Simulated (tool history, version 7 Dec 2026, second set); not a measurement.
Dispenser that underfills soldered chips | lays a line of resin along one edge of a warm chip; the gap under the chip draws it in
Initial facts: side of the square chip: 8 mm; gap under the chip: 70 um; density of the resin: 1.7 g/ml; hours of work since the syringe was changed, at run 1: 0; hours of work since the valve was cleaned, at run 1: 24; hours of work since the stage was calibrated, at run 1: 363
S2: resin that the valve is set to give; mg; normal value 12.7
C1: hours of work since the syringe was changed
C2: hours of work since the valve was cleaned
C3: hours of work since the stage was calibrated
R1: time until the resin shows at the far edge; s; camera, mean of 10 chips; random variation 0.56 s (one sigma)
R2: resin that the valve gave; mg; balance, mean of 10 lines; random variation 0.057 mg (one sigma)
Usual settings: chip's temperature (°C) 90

Run 1, hour 0.0: usual settings; C1 0; C2 24; C3 363. Result: R1 43.0 s, R2 12.43 mg.
Run 2, hour 6.7: usual settings but chip's temperature (°C) 94; C1 5; C2 28; C3 368. Result: R1 51.9 s, R2 12.36 mg.
At hour 12.2: new syringe of resin.
Run 3, hour 20.4: usual settings but chip's temperature (°C) 94, S2 12.0 mg; C1 6; C2 38; C3 377. Result: R1 57.9 s, R2 11.62 mg.
At hour 25.4: new syringe of resin.
Run 4, hour 28.5: usual settings; C1 2; C2 43; C3 383. Result: R1 51.7 s, R2 12.18 mg.
At hour 37.8: new syringe of resin.
Run 5, hour 42.4: usual settings; C1 3; C2 53; C3 392. Result: R1 55.3 s, R2 12.06 mg.
At hour 50.2: dispensing valve cleaned and set on the balance.
Run 6, hour 50.2: usual settings; C1 8; C2 0; C3 397. Result: R1 82.7 s, R2 12.64 mg.
At hour 51.5: new syringe of resin.
Run 7, hour 58.8: usual settings but chip's temperature (°C) 80; C1 5; C2 6; C3 403. Result: R1 102.7 s, R2 12.76 mg.
At hour 65.0: new syringe of resin.
Run 8, hour 65.1: usual settings but chip's temperature (°C) 80; C1 0; C2 10; C3 407. Result: R1 70.2 s, R2 12.51 mg.
Run 9, hour 75.8: usual settings but chip's temperature (°C) 80; C1 8; C2 18; C3 415. Result: R1 128.8 s, R2 12.51 mg.
At hour 78.6: new syringe of resin.
Run 10, hour 83.8: usual settings but chip's temperature (°C) 80; C1 4; C2 23; C3 420. Result: R1 92.9 s, R2 12.44 mg.
At hour 91.3: new syringe of resin.
Run 11, hour 96.2: usual settings but chip's temperature (°C) 80; C1 3; C2 31; C3 429. Result: R1 90.1 s, R2 12.32 mg.
At hour 104.5: new syringe of resin.
Run 12, hour 107.9: usual settings but chip's temperature (°C) 80; C1 2; C2 39; C3 437. Result: R1 83.0 s, R2 12.26 mg.
Run 13, hour 114.8: usual settings but chip's temperature (°C) 80; C1 7; C2 44; C3 441. Result: R1 123.6 s, R2 12.16 mg.
At hour 117.6: new syringe of resin.
Run 14, hour 122.1: usual settings but chip's temperature (°C) 94, S2 13.4 mg; C1 3; C2 49; C3 446. Result: R1 44.9 s, R2 12.75 mg.
Run 15, hour 129.5: usual settings but chip's temperature (°C) 80, S2 12.8 mg; C1 8; C2 54; C3 451. Result: R1 131.4 s, R2 12.15 mg.
At hour 130.7: new syringe of resin.
At hour 134.9: dispensing valve cleaned and set on the balance.
Run 16, hour 142.0: usual settings but chip's temperature (°C) 84, S2 12.4 mg; C1 7; C2 5; C3 459. Result: R1 98.9 s, R2 12.29 mg.
At hour 144.2: new syringe of resin.
Run 17, hour 152.3: usual settings but chip's temperature (°C) 99, S2 15.6 mg; C1 6; C2 12; C3 466. Result: R1 44.5 s, R2 15.43 mg.
At hour 157.1: new syringe of resin.
Run 18, hour 163.0: usual settings but chip's temperature (°C) 104, S2 13.5 mg; C1 4; C2 19; C3 474. Result: R1 30.7 s, R2 13.35 mg.
At hour 170.6: new syringe of resin.
Run 19, hour 174.5: usual settings but chip's temperature (°C) 83, S2 14.2 mg; C1 3; C2 27; C3 481. Result: R1 73.8 s, R2 13.85 mg.
At hour 184.2: new syringe of resin.
Run 20, hour 189.0: usual settings but chip's temperature (°C) 83, S2 14.2 mg; C1 3; C2 37; C3 491. Result: R1 75.4 s, R2 13.79 mg.
At hour 197.3: new syringe of resin.
Run 21, hour 200.8: usual settings but chip's temperature (°C) 83, S2 14.2 mg; C1 2; C2 45; C3 500. Result: R1 69.8 s, R2 13.65 mg.
Run 22, hour 207.4: usual settings but chip's temperature (°C) 104, S2 10.9 mg; C1 7; C2 50; C3 504. Result: R1 40.4 s, R2 10.44 mg.
At hour 210.2: new syringe of resin.
At hour 219.5: dispensing valve cleaned and set on the balance.
Run 23, hour 223.2: usual settings but chip's temperature (°C) 104, S2 10.9 mg; C1 8; C2 3; C3 514. Result: R1 44.7 s, R2 10.90 mg.
At hour 224.8: new syringe of resin.
At hour 237.8: new syringe of resin.
Run 24, hour 238.4: usual settings but chip's temperature (°C) 89; C1 0; C2 13; C3 525. Result: R1 44.3 s, R2 12.49 mg.
Run 25, hour 248.8: usual settings but chip's temperature (°C) 93; C1 8; C2 20; C3 532. Result: R1 66.8 s, R2 12.53 mg.

4 ways to go on from here, each from the tool as it stands after run 25. What would each give?
At hour 251.1: new syringe of resin.
Run A, hour 262.6: usual settings but chip's temperature (°C) 93, S2 15.5 mg; C1 8; C2 30; C3 541. Result: R1 ?, R2 ?.
At hour 251.1: new syringe of resin.
Run B, hour 262.6: usual settings but chip's temperature (°C) 100, S2 11.8 mg; C1 8; C2 30; C3 541. Result: R1 ?, R2 ?.
At hour 251.1: new syringe of resin.
Run C, hour 262.6: usual settings but chip's temperature (°C) 103, S2 11.0 mg; C1 8; C2 30; C3 541. Result: R1 ?, R2 ?.
At hour 251.1: new syringe of resin.
Run D, hour 262.6: usual settings but chip's temperature (°C) 93; C1 8; C2 30; C3 541. Result: R1 ?, R2 ?.

run    R1     R2
  A  67.8  15.12
  B  52.0  11.45
  C  45.2  10.77
  D  68.4  12.34
Stripped of hidden state, with their random variation kept, the same runs would have yielded:
run    R1     R2
  A  40.6  15.54
  B  31.0  11.77
  C  26.6  11.07
  D  40.8  12.68

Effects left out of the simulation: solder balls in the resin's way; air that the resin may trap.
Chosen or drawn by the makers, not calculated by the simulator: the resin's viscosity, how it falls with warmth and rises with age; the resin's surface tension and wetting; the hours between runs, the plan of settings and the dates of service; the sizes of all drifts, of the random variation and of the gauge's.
